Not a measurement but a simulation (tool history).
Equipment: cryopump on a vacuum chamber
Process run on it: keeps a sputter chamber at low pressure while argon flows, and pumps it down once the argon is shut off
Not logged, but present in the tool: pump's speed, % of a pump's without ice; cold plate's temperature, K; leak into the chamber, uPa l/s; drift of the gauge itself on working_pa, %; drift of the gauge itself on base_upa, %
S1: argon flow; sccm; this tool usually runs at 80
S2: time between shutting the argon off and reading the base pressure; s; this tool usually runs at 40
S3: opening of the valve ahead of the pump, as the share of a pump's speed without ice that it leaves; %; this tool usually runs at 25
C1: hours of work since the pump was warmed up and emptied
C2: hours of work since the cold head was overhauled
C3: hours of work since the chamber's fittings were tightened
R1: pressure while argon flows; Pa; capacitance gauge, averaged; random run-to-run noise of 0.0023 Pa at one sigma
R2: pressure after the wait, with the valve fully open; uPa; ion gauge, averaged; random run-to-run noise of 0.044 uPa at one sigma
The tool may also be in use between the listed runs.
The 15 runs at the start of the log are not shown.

run 16 hour=860.5 | S1=54 S2=40 S3=25 | C1=417 C2=2448 C3=1819 | R1=0.4110 R2=3.40
run 17 hour=935.1 | S1=54 S2=40 S3=25 | C1=468 C2=2499 C3=1870 | R1=0.4104 R2=3.46
run 18 hour=997.1 | S1=53 S2=40 S3=25 | C1=511 C2=2542 C3=1913 | R1=0.4078 R2=3.44
run 19 hour=1059.8 | S1=53 S2=40 S3=25 | C1=554 C2=2585 C3=1956 | R1=0.4088 R2=3.52
run 20 hour=1138.9 | S1=53 S2=40 S3=25 | C1=609 C2=2640 C3=2011 | R1=0.4175 R2=3.61
-- hour=1213.9 pump warmed up, emptied and cooled again
run 21 hour=1224.3 | S1=80 S2=32 S3=25 | C1=7 C2=2695 C3=2066 | R1=0.5734 R2=3.81
run 22 hour=1301.5 | S1=89 S2=52 S3=29 | C1=60 C2=2748 C3=2119 | R1=0.5556 R2=2.80
run 23 hour=1361.1 | S1=115 S2=59 S3=49 | C1=101 C2=2789 C3=2160 | R1=0.4337 R2=2.56
run 24 hour=1434.7 | S1=125 S2=40 S3=25 | C1=152 C2=2840 C3=2211 | R1=0.9126 R2=3.37
run 25 hour=1485.9 | S1=87 S2=143 S3=25 | C1=187 C2=2875 C3=2246 | R1=0.6385 R2=1.73
run 26 hour=1533.5 | S1=87 S2=186 S3=17 | C1=220 C2=2908 C3=2279 | R1=0.9315 R2=1.65
run 27 hour=1589.5 | S1=87 S2=186 S3=17 | C1=259 C2=2946 C3=2318 | R1=0.9391 R2=1.78
run 28 hour=1664.9 | S1=37 S2=26 S3=39 | C1=311 C2=2998 C3=2370 | R1=0.1805 R2=4.76
run 29 hour=1702.2 | S1=38 S2=26 S3=25 | C1=336 C2=3024 C3=2395 | R1=0.2836 R2=4.68
run 30 hour=1761.7 | S1=157 S2=40 S3=20 | C1=377 C2=3065 C3=2436 | R1=1.4691 R2=3.63
run 31 hour=1829.8 | S1=150 S2=95 S3=15 | C1=424 C2=3112 C3=2483 | R1=1.8397 R2=2.31

What will run 32 give?
run 32 hour=1905.6 | S1=150 S2=95 S3=15 | C1=476 C2=3164 C3=2535 | R1=? R2=?

R1: 1.8644 Pa
R2: 2.41 uPa
The same run, on a tool lacking any hidden state, would have yielded R1 1.7818 Pa, R2 1.27 uPa.
